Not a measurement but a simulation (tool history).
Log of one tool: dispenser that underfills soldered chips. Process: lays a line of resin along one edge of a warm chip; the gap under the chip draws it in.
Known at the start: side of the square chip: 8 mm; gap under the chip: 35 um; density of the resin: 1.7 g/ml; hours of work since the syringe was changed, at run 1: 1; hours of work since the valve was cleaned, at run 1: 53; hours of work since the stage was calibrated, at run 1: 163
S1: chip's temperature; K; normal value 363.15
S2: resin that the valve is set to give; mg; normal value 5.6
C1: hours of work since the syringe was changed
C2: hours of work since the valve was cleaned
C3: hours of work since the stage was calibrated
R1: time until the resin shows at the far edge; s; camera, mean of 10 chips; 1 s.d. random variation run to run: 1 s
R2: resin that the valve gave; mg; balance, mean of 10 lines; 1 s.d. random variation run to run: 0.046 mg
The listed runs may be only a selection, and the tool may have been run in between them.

{"run": 1, "hour": 0.0, "S1": 363.15, "S2": 5.6, "C1": 1, "C2": 53, "C3": 163, "R1": 101.7, "R2": 5.39}
{"hour": 9.0, "done": "dispensing valve cleaned and set on the balance"}
{"run": 2, "hour": 9.0, "S1": 363.15, "S2": 5.6, "C1": 7, "C2": 0, "C3": 170, "R1": 173.5, "R2": 5.59}
{"hour": 10.1, "done": "new syringe of resin"}
{"run": 3, "hour": 17.2, "S1": 363.15, "S2": 5.6, "C1": 6, "C2": 6, "C3": 176, "R1": 150.5, "R2": 5.55}
{"hour": 19.9, "done": "new syringe of resin"}
{"run": 4, "hour": 25.8, "S1": 363.15, "S2": 5.6, "C1": 5, "C2": 13, "C3": 182, "R1": 141.9, "R2": 5.53}
{"hour": 29.3, "done": "new syringe of resin"}
{"run": 5, "hour": 33.9, "S1": 377.15, "S2": 5.6, "C1": 4, "C2": 19, "C3": 188, "R1": 73.4, "R2": 5.55}
{"hour": 39.2, "done": "new syringe of resin"}
{"run": 6, "hour": 42.8, "S1": 349.15, "S2": 5.6, "C1": 3, "C2": 25, "C3": 195, "R1": 224.6, "R2": 5.54}
{"run": 7, "hour": 47.5, "S1": 363.15, "S2": 5.6, "C1": 6, "C2": 29, "C3": 198, "R1": 162.3, "R2": 5.52}
{"hour": 48.9, "done": "new syringe of resin"}
{"run": 8, "hour": 56.7, "S1": 363.15, "S2": 5.6, "C1": 6, "C2": 36, "C3": 205, "R1": 155.5, "R2": 5.39}
{"hour": 58.8, "done": "new syringe of resin"}
{"run": 9, "hour": 63.2, "S1": 352.15, "S2": 5.6, "C1": 3, "C2": 41, "C3": 210, "R1": 202.9, "R2": 5.41}
{"hour": 68.3, "done": "new syringe of resin"}
{"run": 10, "hour": 69.9, "S1": 363.15, "S2": 5.75, "C1": 1, "C2": 46, "C3": 215, "R1": 102.8, "R2": 5.56}
{"run": 11, "hour": 76.7, "S1": 363.15, "S2": 5.75, "C1": 6, "C2": 51, "C3": 220, "R1": 162.2, "R2": 5.52}
{"hour": 77.8, "done": "new syringe of resin"}
{"run": 12, "hour": 85.5, "S1": 351.15, "S2": 5.75, "C1": 6, "C2": 57, "C3": 227, "R1": 265, "R2": 5.47}
{"hour": 87.1, "done": "new syringe of resin"}
{"hour": 89.8, "done": "dispensing valve cleaned and set on the balance"}
{"run": 13, "hour": 92.2, "S1": 351.15, "S2": 5.75, "C1": 3, "C2": 2, "C3": 231, "R1": 209.1, "R2": 5.81}
{"hour": 97.8, "done": "new syringe of resin"}
{"run": 14, "hour": 98.0, "S1": 351.15, "S2": 6.25, "C1": 0, "C2": 6, "C3": 235, "R1": 157.7, "R2": 6.23}
{"run": 15, "hour": 103.2, "S1": 351.15, "S2": 6.25, "C1": 4, "C2": 10, "C3": 239, "R1": 222.7, "R2": 6.22}
{"hour": 107.6, "done": "new syringe of resin"}
{"run": 16, "hour": 112.3, "S1": 363.15, "S2": 5.6, "C1": 4, "C2": 17, "C3": 246, "R1": 127.5, "R2": 5.57}
{"hour": 117.3, "done": "new syringe of resin"}
{"run": 17, "hour": 118.1, "S1": 363.15, "S2": 5.6, "C1": 1, "C2": 21, "C3": 251, "R1": 98.4, "R2": 5.48}
{"run": 18, "hour": 125.8, "S1": 370.15, "S2": 5.61, "C1": 7, "C2": 27, "C3": 256, "R1": 122.7, "R2": 5.5}
{"hour": 127.1, "done": "new syringe of resin"}
{"run": 19, "hour": 135.1, "S1": 370.15, "S2": 5.61, "C1": 6, "C2": 34, "C3": 263, "R1": 118.2, "R2": 5.44}
{"hour": 137.0, "done": "new syringe of resin"}
{"run": 20, "hour": 145.2, "S1": 352.15, "S2": 6.94, "C1": 6, "C2": 42, "C3": 271, "R1": 258.2, "R2": 6.77}
{"hour": 146.7, "done": "new syringe of resin"}
{"run": 21, "hour": 155.0, "S1": 372.15, "S2": 5.37, "C1": 6, "C2": 49, "C3": 278, "R1": 114.6, "R2": 5.2}
{"hour": 156.7, "done": "new syringe of resin"}
{"run": 22, "hour": 163.4, "S1": 372.15, "S2": 5.37, "C1": 5, "C2": 55, "C3": 285, "R1": 102.2, "R2": 5.09}
{"hour": 166.2, "done": "new syringe of resin"}
{"hour": 169.4, "done": "dispensing valve cleaned and set on the balance"}
{"run": 23, "hour": 169.4, "S1": 364.15, "S2": 4.85, "C1": 2, "C2": 0, "C3": 288, "R1": 107, "R2": 4.87}
{"hour": 176.6, "done": "new syringe of resin"}
{"run": 24, "hour": 178.2, "S1": 373.15, "S2": 6.62, "C1": 1, "C2": 7, "C3": 295, "R1": 67.2, "R2": 6.58}
{"run": 25, "hour": 183.0, "S1": 360.15, "S2": 6.3, "C1": 5, "C2": 10, "C3": 299, "R1": 163.4, "R2": 6.26}
{"hour": 186.1, "done": "new syringe of resin"}
{"run": 26, "hour": 187.9, "S1": 376.15, "S2": 5.59, "C1": 1, "C2": 14, "C3": 302, "R1": 60, "R2": 5.48}
{"hour": 195.5, "done": "new syringe of resin"}
{"run": 27, "hour": 199.0, "S1": 369.15, "S2": 6.93, "C1": 3, "C2": 22, "C3": 311, "R1": 87.2, "R2": 6.86}
{"hour": 204.9, "done": "new syringe of resin"}
{"run": 28, "hour": 206.2, "S1": 369.15, "S2": 6.93, "C1": 1, "C2": 28, "C3": 316, "R1": 77, "R2": 6.88}
{"hour": 214.5, "done": "new syringe of resin"}
{"run": 29, "hour": 217.2, "S1": 365.15, "S2": 5.6, "C1": 2, "C2": 36, "C3": 324, "R1": 100.6, "R2": 5.45}
{"hour": 224.0, "done": "new syringe of resin"}
{"run": 30, "hour": 225.5, "S1": 370.15, "S2": 5.6, "C1": 1, "C2": 42, "C3": 330, "R1": 76.5, "R2": 5.31}
{"run": 31, "hour": 230.0, "S1": 370.15, "S2": 5.6, "C1": 5, "C2": 46, "C3": 334, "R1": 103.7, "R2": 5.44}
{"hour": 233.5, "done": "new syringe of resin"}
{"run": 32, "hour": 236.3, "S1": 378.15, "S2": 6.77, "C1": 2, "C2": 50, "C3": 339, "R1": 59.8, "R2": 6.44}
{"hour": 243.1, "done": "new syringe of resin"}
{"run": 33, "hour": 243.1, "S1": 360.15, "S2": 5.98, "C1": 0, "C2": 55, "C3": 344, "R1": 102.5, "R2": 5.67}
{"hour": 249.6, "done": "dispensing valve cleaned and set on the balance"}
{"hour": 253.8, "done": "new syringe of resin"}
{"run": 34, "hour": 254.8, "S1": 352.15, "S2": 5.98, "C1": 1, "C2": 4, "C3": 352, "R1": 155.5, "R2": 5.91}

3 options for the next run, each taken on its own from the tool as it stands now. Forecast them:
{"run": "A", "hour": 261.7, "S1": 352.15, "S2": 4.89, "C1": 6, "C2": 9, "C3": 357, "R1": "?", "R2": "?"}
{"run": "B", "hour": 261.7, "S1": 375.15, "S2": 5.6, "C1": 6, "C2": 9, "C3": 357, "R1": "?", "R2": "?"}
{"run": "C", "hour": 261.7, "S1": 365.15, "S2": 6.51, "C1": 6, "C2": 9, "C3": 357, "R1": "?", "R2": "?"}

run=A R1=257.7 R2=4.9
run=B R1=94.1 R2=5.58
run=C R1=136.8 R2=6.41
What these runs would have given with no unlogged condition in the tool:
run=A R1=162.4 R2=4.93
run=B R1=58.9 R2=5.63
run=C R1=86 R2=6.45
